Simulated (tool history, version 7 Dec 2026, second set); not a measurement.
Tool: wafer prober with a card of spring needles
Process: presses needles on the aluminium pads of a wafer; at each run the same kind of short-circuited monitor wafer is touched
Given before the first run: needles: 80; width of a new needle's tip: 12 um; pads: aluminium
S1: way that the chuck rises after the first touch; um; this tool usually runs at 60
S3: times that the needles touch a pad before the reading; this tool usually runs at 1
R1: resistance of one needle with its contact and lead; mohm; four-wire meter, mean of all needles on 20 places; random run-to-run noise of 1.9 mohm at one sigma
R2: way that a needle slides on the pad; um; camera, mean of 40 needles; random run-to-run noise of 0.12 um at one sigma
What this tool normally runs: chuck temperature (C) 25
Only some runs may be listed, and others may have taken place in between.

run 1 hour=0.0 | S1=60 chuck_temperature_(C)=25 S3=1 | R1=238 R2=10.72
-- hour=2.8 tips cleaned on abrasive film
-- hour=7.3 tips cleaned on abrasive film
-- hour=11.8 tips cleaned on abrasive film
-- hour=16.3 tips cleaned on abrasive film
-- hour=20.8 tips cleaned on abrasive film
-- hour=25.4 tips cleaned on abrasive film
-- hour=29.0 tips cleaned on abrasive film
-- hour=33.5 tips cleaned on abrasive film
-- hour=38.1 tips cleaned on abrasive film
-- hour=42.6 tips cleaned on abrasive film
-- hour=46.2 tips cleaned on abrasive film
-- hour=50.7 tips cleaned on abrasive film
-- hour=55.3 tips cleaned on abrasive film
-- hour=59.8 tips cleaned on abrasive film
run 2 hour=60.7 | S1=60 chuck_temperature_(C)=25 S3=1 | R1=229 R2=10.57
-- hour=64.3 tips cleaned on abrasive film
-- hour=68.8 tips cleaned on abrasive film
-- hour=72.5 tips cleaned on abrasive film
-- hour=77.0 tips cleaned on abrasive film
-- hour=80.6 tips cleaned on abrasive film
-- hour=85.1 tips cleaned on abrasive film
-- hour=89.7 tips cleaned on abrasive film
-- hour=94.2 tips cleaned on abrasive film
-- hour=97.8 tips cleaned on abrasive film
-- hour=102.4 tips cleaned on abrasive film
-- hour=106.9 tips cleaned on abrasive film
run 3 hour=110.0 | S1=60 chuck_temperature_(C)=25 S3=1 | R1=262 R2=10.28
-- hour=110.9 tips cleaned on abrasive film
-- hour=115.5 tips cleaned on abrasive film
-- hour=120.0 tips cleaned on abrasive film
-- hour=124.5 tips cleaned on abrasive film
-- hour=129.0 tips cleaned on abrasive film
-- hour=132.7 tips cleaned on abrasive film
-- hour=137.2 tips cleaned on abrasive film
-- hour=141.7 tips cleaned on abrasive film
-- hour=145.4 tips cleaned on abrasive film
-- hour=149.9 tips cleaned on abrasive film
run 4 hour=150.2 | S1=62 chuck_temperature_(C)=25 S3=1 | R1=216 R2=10.44
-- hour=153.8 tips cleaned on abrasive film
-- hour=157.5 tips cleaned on abrasive film
-- hour=162.0 tips cleaned on abrasive film
-- hour=166.5 tips cleaned on abrasive film
-- hour=170.1 tips cleaned on abrasive film
-- hour=174.7 tips cleaned on abrasive film
-- hour=179.2 tips cleaned on abrasive film
-- hour=182.8 tips cleaned on abrasive film
-- hour=186.5 tips cleaned on abrasive film
-- hour=191.0 tips cleaned on abrasive film
-- hour=194.8 height of the first contact set anew
-- hour=195.8 tips cleaned on abrasive film
-- hour=200.3 tips cleaned on abrasive film
-- hour=204.0 tips cleaned on abrasive film
-- hour=208.5 tips cleaned on abrasive film
-- hour=212.4 tips cleaned on abrasive film
run 5 hour=212.4 | S1=64 chuck_temperature_(C)=25 S3=1 | R1=198 R2=11.63
-- hour=216.9 tips cleaned on abrasive film
-- hour=220.5 tips cleaned on abrasive film
-- hour=225.0 tips cleaned on abrasive film
-- hour=229.6 tips cleaned on abrasive film
-- hour=234.1 tips cleaned on abrasive film
-- hour=237.7 tips cleaned on abrasive film
-- hour=241.4 tips cleaned on abrasive film
run 6 hour=241.7 | S1=60 chuck_temperature_(C)=25 S3=2 | R1=207 R2=10.83
-- hour=245.3 tips cleaned on abrasive film
-- hour=249.8 tips cleaned on abrasive film
-- hour=253.5 tips cleaned on abrasive film
-- hour=258.0 tips cleaned on abrasive film
-- hour=261.6 tips cleaned on abrasive film
-- hour=266.1 tips cleaned on abrasive film
-- hour=269.8 tips cleaned on abrasive film
-- hour=274.3 tips cleaned on abrasive film
-- hour=277.9 tips cleaned on abrasive film
-- hour=282.5 tips cleaned on abrasive film
run 7 hour=284.5 | S1=77 chuck_temperature_(C)=25 S3=1 | R1=238 R2=13.68
-- hour=286.4 tips cleaned on abrasive film
-- hour=290.9 tips cleaned on abrasive film
-- hour=295.5 tips cleaned on abrasive film
-- hour=300.0 tips cleaned on abrasive film
-- hour=304.5 tips cleaned on abrasive film
-- hour=309.0 tips cleaned on abrasive film
-- hour=313.6 tips cleaned on abrasive film
-- hour=318.1 tips cleaned on abrasive film
-- hour=322.6 tips cleaned on abrasive film
-- hour=326.2 tips cleaned on abrasive film
-- hour=330.8 tips cleaned on abrasive film
run 8 hour=330.9 | S1=77 chuck_temperature_(C)=25 S3=1 | R1=205 R2=13.62
-- hour=334.5 tips cleaned on abrasive film
-- hour=339.0 tips cleaned on abrasive film
-- hour=343.6 tips cleaned on abrasive film
-- hour=348.1 tips cleaned on abrasive film
-- hour=352.6 tips cleaned on abrasive film
-- hour=357.1 tips cleaned on abrasive film
-- hour=361.7 tips cleaned on abrasive film
-- hour=365.3 tips cleaned on abrasive film
-- hour=369.8 tips cleaned on abrasive film
-- hour=374.3 tips cleaned on abrasive film
-- hour=378.3 tips cleaned on abrasive film
run 9 hour=378.3 | S1=77 chuck_temperature_(C)=25 S3=1 | R1=200 R2=13.44
-- hour=382.8 tips cleaned on abrasive film
-- hour=387.3 tips cleaned on abrasive film
-- hour=391.8 tips cleaned on abrasive film
-- hour=396.4 tips cleaned on abrasive film
-- hour=400.9 tips cleaned on abrasive film
-- hour=405.4 tips cleaned on abrasive film
-- hour=409.9 tips cleaned on abrasive film
-- hour=414.5 tips cleaned on abrasive film
-- hour=418.1 tips cleaned on abrasive film
-- hour=422.6 tips cleaned on abrasive film
-- hour=427.1 tips cleaned on abrasive film
-- hour=430.8 tips cleaned on abrasive film
-- hour=435.3 tips cleaned on abrasive film
-- hour=438.9 tips cleaned on abrasive film
run 10 hour=442.0 | S1=77 chuck_temperature_(C)=25 S3=1 | R1=244 R2=13.46
-- hour=443.0 tips cleaned on abrasive film
-- hour=447.5 tips cleaned on abrasive film
-- hour=452.1 tips cleaned on abrasive film
-- hour=456.6 tips cleaned on abrasive film
-- hour=460.2 tips cleaned on abrasive film
-- hour=464.7 tips cleaned on abrasive film
-- hour=469.3 tips cleaned on abrasive film
-- hour=472.9 tips cleaned on abrasive film
-- hour=477.4 tips cleaned on abrasive film
-- hour=482.0 tips cleaned on abrasive film
-- hour=486.5 tips cleaned on abrasive film
-- hour=491.0 tips cleaned on abrasive film
run 11 hour=494.1 | S1=54 chuck_temperature_(C)=25 S3=1 | R1=293 R2=9.20
-- hour=495.0 tips cleaned on abrasive film
-- hour=499.6 tips cleaned on abrasive film
-- hour=504.1 tips cleaned on abrasive film
-- hour=508.6 tips cleaned on abrasive film
-- hour=510.7 height of the first contact set anew
-- hour=513.4 tips cleaned on abrasive film
-- hour=518.0 tips cleaned on abrasive film
-- hour=522.5 tips cleaned on abrasive film
-- hour=526.5 tips cleaned on abrasive film
run 12 hour=526.5 | S1=60 chuck_temperature_(C)=35 S3=2 | R1=207 R2=10.92
-- hour=531.0 tips cleaned on abrasive film
-- hour=535.6 tips cleaned on abrasive film
-- hour=540.1 tips cleaned on abrasive film
-- hour=543.7 tips cleaned on abrasive film
-- hour=548.3 tips cleaned on abrasive film
-- hour=552.8 tips cleaned on abrasive film
-- hour=556.4 tips cleaned on abrasive film
-- hour=560.9 tips cleaned on abrasive film
-- hour=565.5 tips cleaned on abrasive film
-- hour=570.0 tips cleaned on abrasive film
-- hour=574.5 tips cleaned on abrasive film
-- hour=578.1 tips cleaned on abrasive film
-- hour=582.7 tips cleaned on abrasive film
run 13 hour=585.4 | S1=75 chuck_temperature_(C)=60 S3=2 | R1=228 R2=13.19
-- hour=586.4 tips cleaned on abrasive film
-- hour=590.0 tips cleaned on abrasive film
-- hour=594.6 tips cleaned on abrasive film
-- hour=599.1 tips cleaned on abrasive film
-- hour=603.6 tips cleaned on abrasive film
-- hour=608.1 tips cleaned on abrasive film
-- hour=611.8 tips cleaned on abrasive film
-- hour=616.3 tips cleaned on abrasive film
-- hour=619.9 tips cleaned on abrasive film
run 14 hour=621.3 | S1=60 chuck_temperature_(C)=25 S3=2 | R1=235 R2=10.59

Run 15 is up next; what results do you expect?
-- hour=624.1 tips cleaned on abrasive film
-- hour=628.6 tips cleaned on abrasive film
-- hour=633.1 tips cleaned on abrasive film
-- hour=637.6 tips cleaned on abrasive film
-- hour=641.3 tips cleaned on abrasive film
-- hour=645.8 tips cleaned on abrasive film
-- hour=649.4 tips cleaned on abrasive film
-- hour=653.9 tips cleaned on abrasive film
-- hour=658.5 tips cleaned on abrasive film
-- hour=663.0 tips cleaned on abrasive film
-- hour=667.5 tips cleaned on abrasive film
run 15 hour=670.8 | S1=60 chuck_temperature_(C)=57 S3=2 | R1=? R2=?

Run 15 produced R1 263 mohm, R2 10.55 um.
Were there no unlogged condition in the tool, this run, its random variation unchanged, would have produced R1 204 mohm, R2 10.97 um.

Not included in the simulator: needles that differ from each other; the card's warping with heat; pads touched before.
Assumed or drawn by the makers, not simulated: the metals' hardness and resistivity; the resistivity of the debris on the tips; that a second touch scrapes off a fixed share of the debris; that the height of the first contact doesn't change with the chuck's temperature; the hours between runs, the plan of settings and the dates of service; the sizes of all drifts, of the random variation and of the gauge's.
